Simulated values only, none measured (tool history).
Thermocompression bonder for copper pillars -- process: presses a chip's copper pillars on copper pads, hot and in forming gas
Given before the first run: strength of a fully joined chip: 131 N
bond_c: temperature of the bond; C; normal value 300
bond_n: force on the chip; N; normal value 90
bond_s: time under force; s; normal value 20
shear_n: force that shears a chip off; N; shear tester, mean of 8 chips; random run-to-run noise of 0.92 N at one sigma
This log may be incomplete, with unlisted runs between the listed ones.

{"run": 1, "day": 0.0, "bond_c": 300, "bond_n": 90, "bond_s": 20, "shear_n": 75.2}
{"run": 2, "day": 0.775, "bond_c": 300, "bond_n": 90, "bond_s": 20, "shear_n": 74.9}
{"run": 3, "day": 1.262, "bond_c": 300, "bond_n": 90, "bond_s": 20, "shear_n": 75.9}
{"run": 4, "day": 1.871, "bond_c": 300, "bond_n": 90, "bond_s": 43, "shear_n": 91.8}
{"run": 5, "day": 2.317, "bond_c": 300, "bond_n": 90, "bond_s": 43, "shear_n": 91.6}
{"run": 6, "day": 3.108, "bond_c": 292, "bond_n": 90, "bond_s": 20, "shear_n": 69.7}
{"run": 7, "day": 3.867, "bond_c": 292, "bond_n": 90, "bond_s": 20, "shear_n": 69.2}
{"run": 8, "day": 4.412, "bond_c": 292, "bond_n": 131, "bond_s": 20, "shear_n": 86.5}
{"run": 9, "day": 4.904, "bond_c": 300, "bond_n": 90, "bond_s": 20, "shear_n": 74.8}
{"run": 10, "day": 5.392, "bond_c": 300, "bond_n": 90, "bond_s": 20, "shear_n": 73.1}
{"run": 11, "day": 5.821, "bond_c": 284, "bond_n": 90, "bond_s": 20, "shear_n": 63.5}
{"run": 12, "day": 6.5, "bond_c": 284, "bond_n": 90, "bond_s": 20, "shear_n": 63.5}
{"run": 13, "day": 7.158, "bond_c": 284, "bond_n": 90, "bond_s": 20, "shear_n": 63.1}
{"run": 14, "day": 7.621, "bond_c": 300, "bond_n": 90, "bond_s": 20, "shear_n": 73.1}
{"run": 15, "day": 8.325, "bond_c": 300, "bond_n": 90, "bond_s": 20, "shear_n": 72.3}
{"run": 16, "day": 9.058, "bond_c": 300, "bond_n": 90, "bond_s": 45, "shear_n": 92.2}
{"run": 17, "day": 9.417, "bond_c": 300, "bond_n": 90, "bond_s": 45, "shear_n": 92.1}
{"run": 18, "day": 9.962, "bond_c": 300, "bond_n": 90, "bond_s": 20, "shear_n": 74.5}
{"run": 19, "day": 10.612, "bond_c": 300, "bond_n": 90, "bond_s": 20, "shear_n": 73.3}
{"run": 20, "day": 11.358, "bond_c": 300, "bond_n": 90, "bond_s": 20, "shear_n": 73.4}
{"run": 21, "day": 11.746, "bond_c": 325, "bond_n": 57, "bond_s": 20, "shear_n": 66.4}
{"run": 22, "day": 12.417, "bond_c": 300, "bond_n": 90, "bond_s": 13, "shear_n": 63.0}
{"run": 23, "day": 12.838, "bond_c": 271, "bond_n": 72, "bond_s": 43, "shear_n": 60.6}
{"run": 24, "day": 13.179, "bond_c": 271, "bond_n": 95, "bond_s": 15, "shear_n": 50.4}
{"run": 25, "day": 13.762, "bond_c": 271, "bond_n": 95, "bond_s": 15, "shear_n": 49.5}
{"run": 26, "day": 14.225, "bond_c": 303, "bond_n": 95, "bond_s": 17, "shear_n": 73.9}
{"run": 27, "day": 14.983, "bond_c": 298, "bond_n": 99, "bond_s": 20, "shear_n": 74.6}
{"run": 28, "day": 15.442, "bond_c": 299, "bond_n": 80, "bond_s": 20, "shear_n": 66.9}
{"run": 29, "day": 16.096, "bond_c": 289, "bond_n": 134, "bond_s": 36, "shear_n": 95.1}
{"run": 30, "day": 16.671, "bond_c": 289, "bond_n": 134, "bond_s": 36, "shear_n": 93.3}
{"run": 31, "day": 16.996, "bond_c": 289, "bond_n": 134, "bond_s": 36, "shear_n": 96.2}
{"run": 32, "day": 17.646, "bond_c": 289, "bond_n": 75, "bond_s": 20, "shear_n": 55.6}
{"run": 33, "day": 18.254, "bond_c": 289, "bond_n": 75, "bond_s": 20, "shear_n": 56.0}
{"run": 34, "day": 18.958, "bond_c": 300, "bond_n": 59, "bond_s": 22, "shear_n": 52.5}
{"run": 35, "day": 19.608, "bond_c": 289, "bond_n": 56, "bond_s": 22, "shear_n": 44.9}
{"run": 36, "day": 20.188, "bond_c": 289, "bond_n": 56, "bond_s": 22, "shear_n": 45.9}
{"run": 37, "day": 20.538, "bond_c": 318, "bond_n": 75, "bond_s": 30, "shear_n": 80.2}
{"run": 38, "day": 20.904, "bond_c": 300, "bond_n": 90, "bond_s": 33, "shear_n": 81.4}
{"run": 39, "day": 21.383, "bond_c": 300, "bond_n": 90, "bond_s": 33, "shear_n": 82.4}
{"day": 22.154, "done": "forming gas filter changed"}
{"run": 40, "day": 22.154, "bond_c": 327, "bond_n": 57, "bond_s": 12, "shear_n": 58.5}

Some steps in shear_n between neighbouring runs. How much of each would the tool show without its hidden state too (settings, what came in, random variation), and how much is left for the hidden state, with any gauge scatter that isn't in both results?
Hidden state at play: true temperature of the bond over the reading, C; force that reaches the chip, % of what is set; oxide that the forming gas leaves, % of the face; drift of the gauge itself on shear_n, %.
Run 28 -> 29: bond_c 299 -> 289, bond_n 80 -> 134, bond_s 20 -> 36. shear_n +28.2 N: hidden state -1.4, all else +29.6.
Run 31 -> 32: bond_n 134 -> 75, bond_s 36 -> 20. shear_n -40.6 N: hidden state +1.9, all else -42.5.
Run 36 -> 37: bond_c 289 -> 318, bond_n 56 -> 75, bond_s 22 -> 30. shear_n +34.3 N: hidden state -2.6, all else +36.9.
Run 39 -> 40: bond_c 300 -> 327, bond_n 90 -> 57, bond_s 33 -> 12, forming gas filter changed. shear_n -23.9 N: hidden state +5.3, all else -29.2.
